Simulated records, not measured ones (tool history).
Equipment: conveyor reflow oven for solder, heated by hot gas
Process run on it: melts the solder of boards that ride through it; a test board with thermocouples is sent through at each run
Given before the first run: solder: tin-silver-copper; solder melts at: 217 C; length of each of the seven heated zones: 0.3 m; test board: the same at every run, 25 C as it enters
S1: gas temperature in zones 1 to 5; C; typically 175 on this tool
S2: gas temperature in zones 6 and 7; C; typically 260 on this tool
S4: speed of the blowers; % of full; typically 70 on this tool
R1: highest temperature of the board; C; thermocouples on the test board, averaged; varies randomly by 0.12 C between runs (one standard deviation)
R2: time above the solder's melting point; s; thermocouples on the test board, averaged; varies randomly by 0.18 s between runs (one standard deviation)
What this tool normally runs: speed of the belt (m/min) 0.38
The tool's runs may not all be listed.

Run 1, hour 0: usual settings. Result: R1 245.4 C, R2 65.3 s.
Run 2, hour 14.3: usual settings. Result: R1 245.3 C, R2 65.3 s.
Run 3, hour 25.5: usual settings. Result: R1 245.2 C, R2 65 s.
Run 4, hour 34.6: usual settings. Result: R1 245.5 C, R2 65.1 s.
Run 5, hour 49.2: usual settings. Result: R1 245.3 C, R2 65.3 s.
Run 6, hour 63.2: usual settings. Result: R1 245.1 C, R2 65.2 s.

Run 7 is up next; what results do you expect?
Run 7, hour 74.5: usual settings. Result: R1 ?, R2 ?.

{"run 7": {"R1": 245.2, "R2": 65.1}}
Without the tool's hidden state the same run would have given R1 245.7 C, R2 65.5 s.
